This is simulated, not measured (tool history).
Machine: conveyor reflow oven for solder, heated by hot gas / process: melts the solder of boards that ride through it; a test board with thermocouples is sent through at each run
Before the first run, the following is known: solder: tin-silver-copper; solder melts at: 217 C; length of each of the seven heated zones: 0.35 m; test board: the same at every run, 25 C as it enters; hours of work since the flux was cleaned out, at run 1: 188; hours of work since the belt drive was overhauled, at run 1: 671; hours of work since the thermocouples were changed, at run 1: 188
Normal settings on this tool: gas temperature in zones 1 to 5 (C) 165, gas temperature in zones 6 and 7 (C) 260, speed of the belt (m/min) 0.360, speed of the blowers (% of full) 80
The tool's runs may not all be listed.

run,day,gas temperature in zones 1 to 5 (C),gas temperature in zones 6 and 7 (C),speed of the belt (m/min),speed of the blowers (% of full),hours of work since the flux was cleaned out,hours of work since the belt drive was overhauled,hours of work since the thermocouples were changed,highest temperature of the board (C),time above the solder's melting point (s)
1,0.000,165,260,0.360,80,188,671,188,251.7,87.9
2,0.200,165,260,0.360,80,192,674,192,251.7,87.6
3,0.554,165,260,0.360,80,197,680,197,251.5,86.9
4,0.758,165,260,0.360,80,201,683,201,251.3,87.8
5,0.921,165,260,0.360,80,204,686,204,252.0,87.5
6,1.225,165,260,0.360,57,209,691,209,249.1,82.9
7,1.529,165,260,0.360,83,214,696,214,252.0,88.0
8,1.854,165,260,0.360,83,219,701,219,252.6,88.1
9,2.075,179,260,0.360,80,223,705,223,253.4,96.4
10,2.400,165,260,0.360,80,228,711,228,251.4,87.6
11,2.588,165,260,0.360,80,231,714,231,251.9,87.0
# day 2.771: belt drive overhauled, speed set with a stopwatch
12,3.100,165,260,0.360,80,237,6,237,251.7,88.3
13,3.446,165,260,0.360,80,243,11,243,251.8,88.7
14,3.654,165,260,0.360,80,246,15,246,251.5,88.2
# day 3.925: belt drive overhauled, speed set with a stopwatch, once more
15,4.079,165,260,0.360,80,251,3,251,251.4,85.8
16,4.262,165,260,0.360,80,254,6,254,251.4,85.6
17,4.475,171,260,0.302,51,257,9,257,252.6,108.0
18,4.738,171,266,0.304,51,262,14,262,258.3,113.7
19,4.967,150,260,0.372,80,265,17,265,248.9,73.7

The next listed run, before its measurement:
20,5.250,150,260,0.372,80,270,22,270,?,?

highest temperature of the board (C): 248.4
time above the solder's melting point (s): 73.7
Without the tool's hidden state the same run would have given highest temperature of the board (C) 249.3, time above the solder's melting point (s) 75.7.
